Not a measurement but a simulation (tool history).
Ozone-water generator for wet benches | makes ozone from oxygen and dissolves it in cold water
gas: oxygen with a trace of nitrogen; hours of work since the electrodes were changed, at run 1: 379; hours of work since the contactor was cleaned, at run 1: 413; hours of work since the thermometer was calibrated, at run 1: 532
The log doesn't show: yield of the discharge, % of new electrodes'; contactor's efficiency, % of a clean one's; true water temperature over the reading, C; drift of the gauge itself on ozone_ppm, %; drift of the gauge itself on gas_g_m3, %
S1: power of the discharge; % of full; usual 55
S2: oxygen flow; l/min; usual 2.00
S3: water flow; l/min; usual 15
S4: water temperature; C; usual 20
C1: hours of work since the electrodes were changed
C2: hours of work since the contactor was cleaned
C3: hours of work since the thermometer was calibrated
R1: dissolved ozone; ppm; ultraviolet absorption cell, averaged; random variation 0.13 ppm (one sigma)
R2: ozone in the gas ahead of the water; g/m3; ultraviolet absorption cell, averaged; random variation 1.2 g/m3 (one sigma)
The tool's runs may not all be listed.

{"run": 1, "hour": 0.0, "S1": 55, "S2": 2.0, "S3": 15, "S4": 20, "C1": 379, "C2": 413, "C3": 532, "R1": 13.4, "R2": 216.1}
{"run": 2, "hour": 19.5, "S1": 55, "S2": 2.0, "S3": 15, "S4": 20, "C1": 393, "C2": 426, "C3": 545, "R1": 13.3, "R2": 216.4}
{"run": 3, "hour": 51.0, "S1": 55, "S2": 2.0, "S3": 15, "S4": 20, "C1": 415, "C2": 448, "C3": 567, "R1": 13.4, "R2": 216.4}
{"run": 4, "hour": 76.9, "S1": 55, "S2": 2.0, "S3": 15, "S4": 20, "C1": 433, "C2": 466, "C3": 585, "R1": 13.2, "R2": 217.5}
{"run": 5, "hour": 106.3, "S1": 55, "S2": 2.0, "S3": 15, "S4": 20, "C1": 453, "C2": 487, "C3": 606, "R1": 13.7, "R2": 217.8}
{"run": 6, "hour": 128.9, "S1": 55, "S2": 2.0, "S3": 15, "S4": 17, "C1": 469, "C2": 503, "C3": 621, "R1": 14.0, "R2": 218.7}
{"run": 7, "hour": 143.9, "S1": 55, "S2": 2.0, "S3": 15, "S4": 17, "C1": 479, "C2": 513, "C3": 632, "R1": 13.7, "R2": 219.7}
{"run": 8, "hour": 166.0, "S1": 55, "S2": 2.0, "S3": 15, "S4": 17, "C1": 495, "C2": 529, "C3": 647, "R1": 13.8, "R2": 218.7}
{"run": 9, "hour": 196.8, "S1": 55, "S2": 2.0, "S3": 15, "S4": 17, "C1": 516, "C2": 550, "C3": 669, "R1": 13.8, "R2": 218.6}
{"run": 10, "hour": 214.6, "S1": 55, "S2": 2.0, "S3": 15, "S4": 20, "C1": 529, "C2": 562, "C3": 681, "R1": 13.2, "R2": 216.6}
{"run": 11, "hour": 242.4, "S1": 55, "S2": 2.0, "S3": 15, "S4": 20, "C1": 548, "C2": 582, "C3": 701, "R1": 13.3, "R2": 220.4}
{"run": 12, "hour": 257.8, "S1": 55, "S2": 2.0, "S3": 15, "S4": 20, "C1": 559, "C2": 593, "C3": 711, "R1": 13.4, "R2": 218.9}
{"run": 13, "hour": 285.4, "S1": 55, "S2": 2.0, "S3": 15, "S4": 20, "C1": 578, "C2": 612, "C3": 731, "R1": 13.7, "R2": 218.4}
{"run": 14, "hour": 308.8, "S1": 55, "S2": 2.0, "S3": 15, "S4": 13, "C1": 595, "C2": 628, "C3": 747, "R1": 14.3, "R2": 220.6}
{"run": 15, "hour": 339.4, "S1": 55, "S2": 2.0, "S3": 15, "S4": 13, "C1": 616, "C2": 649, "C3": 768, "R1": 14.5, "R2": 220.0}
{"run": 16, "hour": 367.0, "S1": 80, "S2": 2.0, "S3": 12, "S4": 18, "C1": 635, "C2": 669, "C3": 787, "R1": 21.9, "R2": 279.9}
{"run": 17, "hour": 386.5, "S1": 44, "S2": 2.0, "S3": 12, "S4": 18, "C1": 649, "C2": 682, "C3": 801, "R1": 15.0, "R2": 189.5}
{"run": 18, "hour": 410.0, "S1": 72, "S2": 1.9, "S3": 11, "S4": 19, "C1": 665, "C2": 699, "C3": 818, "R1": 21.8, "R2": 267.3}
{"run": 19, "hour": 428.3, "S1": 72, "S2": 1.9, "S3": 11, "S4": 19, "C1": 678, "C2": 711, "C3": 830, "R1": 21.4, "R2": 264.0}
{"run": 20, "hour": 455.3, "S1": 72, "S2": 1.9, "S3": 11, "S4": 19, "C1": 697, "C2": 730, "C3": 849, "R1": 21.8, "R2": 266.8}
{"run": 21, "hour": 470.1, "S1": 72, "S2": 1.9, "S3": 11, "S4": 19, "C1": 707, "C2": 741, "C3": 859, "R1": 22.0, "R2": 266.8}
{"run": 22, "hour": 502.7, "S1": 72, "S2": 1.9, "S3": 11, "S4": 19, "C1": 730, "C2": 763, "C3": 882, "R1": 21.7, "R2": 270.9}
{"run": 23, "hour": 527.8, "S1": 72, "S2": 1.9, "S3": 11, "S4": 19, "C1": 747, "C2": 781, "C3": 900, "R1": 22.0, "R2": 265.1}
{"run": 24, "hour": 560.8, "S1": 76, "S2": 1.02, "S3": 15, "S4": 23, "C1": 770, "C2": 804, "C3": 923, "R1": 12.4, "R2": 343.0}
{"run": 25, "hour": 592.3, "S1": 54, "S2": 2.06, "S3": 15, "S4": 18, "C1": 792, "C2": 826, "C3": 945, "R1": 13.8, "R2": 218.0}

Some steps in R2 between neighbouring runs. How much of each would the tool show without its hidden state too (settings, what came in, random variation), and how much is left for the hidden state, with any gauge scatter that isn't in both results?
Run 16 -> 17: S1 80 -> 44. R2 -90.4 g/m3: hidden state -1.3, all else -89.1.
Run 23 -> 24: S1 72 -> 76, S2 1.90 -> 1.02, S3 11 -> 15, S4 19 -> 23. R2 +77.9 g/m3: hidden state +2.2, all else +75.7.
Run 24 -> 25: S1 76 -> 54, S2 1.02 -> 2.06, S4 23 -> 18. R2 -125.0 g/m3: hidden state -2.6, all else -122.4.

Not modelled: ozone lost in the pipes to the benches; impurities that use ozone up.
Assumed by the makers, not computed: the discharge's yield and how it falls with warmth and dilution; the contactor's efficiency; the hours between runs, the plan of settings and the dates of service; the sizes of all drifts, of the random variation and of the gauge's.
